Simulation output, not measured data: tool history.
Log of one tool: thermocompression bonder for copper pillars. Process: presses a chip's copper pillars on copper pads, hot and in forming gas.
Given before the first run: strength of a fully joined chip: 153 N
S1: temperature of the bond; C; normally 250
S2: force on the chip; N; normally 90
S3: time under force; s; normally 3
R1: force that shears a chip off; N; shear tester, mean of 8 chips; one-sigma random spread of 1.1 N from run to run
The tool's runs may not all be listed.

{"run": 1, "hour": 0.0, "S1": 250, "S2": 90, "S3": 3, "R1": 93.8}
{"run": 2, "hour": 24.4, "S1": 250, "S2": 90, "S3": 3, "R1": 97.7}
{"run": 3, "hour": 44.9, "S1": 250, "S2": 95, "S3": 3, "R1": 98.8}
{"run": 4, "hour": 87.1, "S1": 250, "S2": 95, "S3": 3, "R1": 97.5}
{"run": 5, "hour": 106.2, "S1": 250, "S2": 95, "S3": 3, "R1": 99.1}
{"run": 6, "hour": 131.6, "S1": 250, "S2": 95, "S3": 3, "R1": 96.6}
{"run": 7, "hour": 163.6, "S1": 250, "S2": 95, "S3": 3, "R1": 98.5}
{"run": 8, "hour": 190.7, "S1": 250, "S2": 90, "S3": 4, "R1": 102.5}
{"run": 9, "hour": 211.1, "S1": 250, "S2": 90, "S3": 8, "R1": 118.9}
{"run": 10, "hour": 242.0, "S1": 229, "S2": 90, "S3": 3, "R1": 76.1}
{"run": 11, "hour": 263.0, "S1": 229, "S2": 90, "S3": 3, "R1": 76.2}
{"run": 12, "hour": 286.6, "S1": 229, "S2": 90, "S3": 3, "R1": 75.1}
{"run": 13, "hour": 322.1, "S1": 229, "S2": 90, "S3": 3, "R1": 74.3}
{"run": 14, "hour": 354.5, "S1": 229, "S2": 90, "S3": 3, "R1": 73.6}
{"run": 15, "hour": 390.5, "S1": 229, "S2": 90, "S3": 3, "R1": 74.5}
{"run": 16, "hour": 416.0, "S1": 229, "S2": 90, "S3": 3, "R1": 74.0}
{"run": 17, "hour": 444.4, "S1": 250, "S2": 90, "S3": 3, "R1": 88.4}
{"run": 18, "hour": 479.4, "S1": 250, "S2": 90, "S3": 3, "R1": 90.6}
{"run": 19, "hour": 515.4, "S1": 250, "S2": 90, "S3": 3, "R1": 89.2}
{"hour": 528.4, "done": "forming gas filter changed"}
{"run": 20, "hour": 540.7, "S1": 250, "S2": 56, "S3": 3, "R1": 80.4}
{"run": 21, "hour": 569.2, "S1": 245, "S2": 104, "S3": 2, "R1": 89.3}
{"run": 22, "hour": 612.3, "S1": 240, "S2": 101, "S3": 5, "R1": 106.6}
{"run": 23, "hour": 652.4, "S1": 244, "S2": 68, "S3": 4, "R1": 89.5}
{"run": 24, "hour": 694.0, "S1": 222, "S2": 57, "S3": 4, "R1": 63.4}
{"run": 25, "hour": 734.6, "S1": 222, "S2": 57, "S3": 4, "R1": 63.1}
{"run": 26, "hour": 773.7, "S1": 222, "S2": 57, "S3": 4, "R1": 61.3}
{"run": 27, "hour": 814.4, "S1": 234, "S2": 76, "S3": 3, "R1": 74.7}
{"run": 28, "hour": 857.9, "S1": 242, "S2": 63, "S3": 3, "R1": 74.3}
{"run": 29, "hour": 896.5, "S1": 242, "S2": 63, "S3": 3, "R1": 73.0}
{"run": 30, "hour": 924.8, "S1": 223, "S2": 90, "S3": 6, "R1": 86.8}
{"run": 31, "hour": 967.9, "S1": 223, "S2": 90, "S3": 6, "R1": 87.1}
{"run": 32, "hour": 1012.2, "S1": 223, "S2": 90, "S3": 6, "R1": 86.2}
{"run": 33, "hour": 1036.5, "S1": 273, "S2": 70, "S3": 3, "R1": 99.8}
{"run": 34, "hour": 1080.7, "S1": 265, "S2": 62, "S3": 8, "R1": 111.9}
{"run": 35, "hour": 1113.0, "S1": 240, "S2": 105, "S3": 3, "R1": 88.9}
{"run": 36, "hour": 1134.9, "S1": 250, "S2": 82, "S3": 3, "R1": 86.1}
{"run": 37, "hour": 1156.8, "S1": 250, "S2": 82, "S3": 3, "R1": 85.1}
{"run": 38, "hour": 1178.6, "S1": 261, "S2": 134, "S3": 6, "R1": 126.5}
{"hour": 1191.6, "done": "forming gas filter changed"}
{"run": 39, "hour": 1207.6, "S1": 274, "S2": 90, "S3": 3, "R1": 118.5}

Some steps in R1, run to run, broken into two amounts with sign: the step expected even without the hidden condition (settings, incoming material, random variation), and the rest, left for the hidden condition together with whatever gauge scatter is not in both the measured and the hidden-condition-free result:
Hidden state at play: true temperature of the bond over the reading, C; force that reaches the chip, % of what is set; oxide that the forming gas leaves, % of the face; drift of the gauge itself on shear_n, %.
Run 9 -> 10: S1 250 -> 229, S3 8 -> 3. R1 -42.8 N: hidden state +2.0, all else -44.8.
Run 19 -> 20: S2 90 -> 56, forming gas filter changed. R1 -8.8 N: hidden state +9.4, all else -18.2.
Run 23 -> 24: S1 244 -> 222, S2 68 -> 57. R1 -26.1 N: hidden state +0.0, all else -26.1.
Run 37 -> 38: S1 250 -> 261, S2 82 -> 134, S3 3 -> 6. R1 +41.4 N: hidden state -4.8, all else +46.2.
Run 38 -> 39: S1 261 -> 274, S2 134 -> 90, S3 6 -> 3, forming gas filter changed. R1 -8.0 N: hidden state +13.6, all else -21.6.
